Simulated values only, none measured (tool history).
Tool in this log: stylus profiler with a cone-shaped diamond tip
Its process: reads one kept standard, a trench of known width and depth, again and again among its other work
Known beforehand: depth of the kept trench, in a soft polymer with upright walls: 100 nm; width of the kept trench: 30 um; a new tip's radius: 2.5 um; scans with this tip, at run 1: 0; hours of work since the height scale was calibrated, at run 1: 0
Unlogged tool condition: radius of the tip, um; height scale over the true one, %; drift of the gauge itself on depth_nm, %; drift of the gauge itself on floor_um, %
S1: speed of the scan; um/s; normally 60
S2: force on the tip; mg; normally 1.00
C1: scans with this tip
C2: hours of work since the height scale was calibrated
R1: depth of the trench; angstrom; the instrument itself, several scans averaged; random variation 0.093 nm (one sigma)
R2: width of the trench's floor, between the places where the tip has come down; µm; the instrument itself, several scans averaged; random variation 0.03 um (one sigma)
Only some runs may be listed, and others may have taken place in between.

run 1 hour=0.0 | S1=60 S2=1.00 | C1=0 C2=0 | R1=1009.7 R2=28.10
run 2 hour=77.7 | S1=60 S2=1.00 | C1=343 C2=32 | R1=1009.2 R2=28.03
run 3 hour=129.5 | S1=60 S2=1.00 | C1=571 C2=53 | R1=1009.2 R2=28.01
run 4 hour=168.6 | S1=60 S2=1.00 | C1=744 C2=69 | R1=1009.0 R2=28.01
run 5 hour=229.8 | S1=60 S2=1.00 | C1=1014 C2=94 | R1=1009.2 R2=28.03
run 6 hour=304.6 | S1=60 S2=1.00 | C1=1344 C2=125 | R1=1009.5 R2=27.95
run 7 hour=338.2 | S1=60 S2=1.00 | C1=1493 C2=138 | R1=1010.8 R2=27.96
run 8 hour=393.1 | S1=60 S2=2.08 | C1=1735 C2=161 | R1=1015.5 R2=28.11
run 9 hour=430.1 | S1=60 S2=2.08 | C1=1898 C2=176 | R1=1016.3 R2=28.12
run 10 hour=507.4 | S1=60 S2=2.08 | C1=2239 C2=207 | R1=1018.3 R2=28.08
run 11 hour=585.4 | S1=60 S2=2.08 | C1=2584 C2=239 | R1=1017.5 R2=28.10
run 12 hour=620.1 | S1=60 S2=1.00 | C1=2737 C2=254 | R1=1009.4 R2=27.93
run 13 hour=657.1 | S1=60 S2=1.00 | C1=2900 C2=269 | R1=1011.6 R2=27.89
run 14 hour=711.4 | S1=60 S2=2.10 | C1=3140 C2=291 | R1=1016.4 R2=28.08
run 15 hour=743.2 | S1=60 S2=1.00 | C1=3280 C2=304 | R1=1011.5 R2=27.93
run 16 hour=807.2 | S1=60 S2=1.00 | C1=3563 C2=330 | R1=1010.7 R2=27.85
run 17 hour=863.6 | S1=60 S2=1.00 | C1=3812 C2=353 | R1=1009.4 R2=27.89
run 18 hour=900.6 | S1=48 S2=0.72 | C1=3975 C2=368 | R1=1010.4 R2=27.90
run 19 hour=933.5 | S1=48 S2=0.72 | C1=4120 C2=382 | R1=1009.3 R2=27.90
run 20 hour=986.2 | S1=48 S2=0.72 | C1=4353 C2=403 | R1=1010.2 R2=27.91
run 21 hour=1038.4 | S1=94 S2=0.41 | C1=4584 C2=425 | R1=1007.3 R2=27.08
run 22 hour=1112.7 | S1=60 S2=0.50 | C1=4911 C2=455 | R1=1008.1 R2=27.57
run 23 hour=1188.9 | S1=132 S2=1.14 | C1=5248 C2=486 | R1=1010.5 R2=27.28
run 24 hour=1237.0 | S1=70 S2=2.53 | C1=5460 C2=506 | R1=1021.1 R2=28.01
run 25 hour=1304.7 | S1=70 S2=2.53 | C1=5759 C2=534 | R1=1020.4 R2=27.92
run 26 hour=1340.9 | S1=70 S2=2.53 | C1=5919 C2=548 | R1=1020.4 R2=27.91
run 27 hour=1388.1 | S1=70 S2=2.53 | C1=6127 C2=568 | R1=1019.7 R2=27.91
run 28 hour=1430.8 | S1=70 S2=2.53 | C1=6316 C2=585 | R1=1020.0 R2=27.96
run 29 hour=1464.3 | S1=70 S2=2.53 | C1=6463 C2=599 | R1=1021.4 R2=27.93
run 30 hour=1512.1 | S1=70 S2=2.53 | C1=6675 C2=618 | R1=1020.8 R2=27.90
run 31 hour=1545.2 | S1=115 S2=0.41 | C1=6821 C2=632 | R1=1009.0 R2=26.60
run 32 hour=1587.2 | S1=200 S2=0.41 | C1=7006 C2=649 | R1=1007.8 R2=25.40

What if the next run were any one of these 4? Each begins from the tool's condition after run 32:
run A hour=1646.3 | S1=200 S2=0.56 | C1=7267 C2=673 | R1=? R2=?
run B hour=1646.3 | S1=226 S2=0.41 | C1=7267 C2=673 | R1=? R2=?
run C hour=1646.3 | S1=180 S2=1.28 | C1=7267 C2=673 | R1=? R2=?
run D hour=1646.3 | S1=200 S2=2.38 | C1=7267 C2=673 | R1=? R2=?

run=A R1=1008.4 R2=25.77
run=B R1=1008.9 R2=25.05
run=C R1=1014.4 R2=26.78
run=D R1=1018.1 R2=27.06
Take away the tool's hidden state, keep each run's random variation, and the runs would have read:
run=A R1=1005.7 R2=26.07
run=B R1=1006.2 R2=25.35
run=C R1=1011.7 R2=27.09
run=D R1=1015.4 R2=27.37
